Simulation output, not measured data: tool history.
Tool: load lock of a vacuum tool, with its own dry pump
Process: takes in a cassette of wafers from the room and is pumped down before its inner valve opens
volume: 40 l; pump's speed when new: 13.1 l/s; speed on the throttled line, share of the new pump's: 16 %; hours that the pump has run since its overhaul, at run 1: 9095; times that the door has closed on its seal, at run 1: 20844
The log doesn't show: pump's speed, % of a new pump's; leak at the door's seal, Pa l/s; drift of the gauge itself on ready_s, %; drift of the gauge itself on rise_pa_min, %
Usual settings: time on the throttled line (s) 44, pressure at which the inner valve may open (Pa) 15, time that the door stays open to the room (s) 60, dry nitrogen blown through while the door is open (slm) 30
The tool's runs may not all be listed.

run     day  time on the throttled line (s)  pressure at which the inner valve may open (Pa)  time that the door stays open to the room (s)  dry nitrogen blown through while the door is open (slm)  hours that the pump has run since its overhaul  times that the door has closed on its seal  incoming humidity of the room's air, %  time from the closed door until the inner valve may open (s)  rise of the pressure with all valves shut (Pa/min)
  1       0                              44                                               15                                             60                                                       30                                            9095                                       20844                                    42.1                                                          65.7                                                0.41
  2   8.075                              44                                               15                                             60                                                       30                                            9289                                       21651                                    46.3                                                          66.2                                               0.444
  3  16.271                              44                                               15                                             60                                                       30                                            9485                                       22470                                    45.4                                                          65.9                                               0.472
  4  22.575                              44                                               15                                             60                                                       30                                            9637                                       23101                                    41.5                                                          65.8                                               0.474
  5  28.346                              44                                               15                                             60                                                       30                                            9775                                       23678                                    49.7                                                          66.6                                               0.517
  6  35.012                              44                                               15                                             26                                                       30                                            9935                                       24344                                    41.8                                                          66.9                                               0.513
     35.629  -- door's seal changed, seat wiped
  7    42.6                              44                                               15                                             26                                                       30                                           10116                                         697                                      47                                                          65.9                                               0.028
  8  54.892                              44                                               12                                             26                                                       30                                           10411                                        1926                                    46.9                                                          67.5                                               0.041
  9  65.921                              33                                               15                                             60                                                       38                                           10675                                        3028                                    45.8                                                          57.6                                               0.056
 10  74.579                              45                                               15                                             60                                                       21                                           10883                                        3893                                    43.8                                                          67.3                                               0.069
 11  83.279                              45                                               15                                             60                                                       21                                           11092                                        4763                                    46.2                                                          67.1                                               0.085
 12  90.833                              45                                               15                                             60                                                       21                                           11273                                        5518                                    44.2                                                            68                                               0.088
 13  96.025                              45                                               15                                             60                                                       21                                           11398                                        6037                                      47                                                          67.7                                               0.102
 14   108.2                              67                                               15                                             60                                                       10                                           11690                                        7254                                    43.4                                                          85.9                                               0.124

Some steps in time from the closed door until the inner valve may open (s) between neighbouring runs. How much of each would the tool show without its hidden state too (settings, what came in, random variation), and how much is left for the hidden state, with any gauge scatter that isn't in both results?
Run 13 -> 14: time on the throttled line (s) 45 -> 67, dry nitrogen blown through while the door is open (slm) 21 -> 10. time from the closed door until the inner valve may open (s) +18.2: hidden state -0.5, all else +18.7.
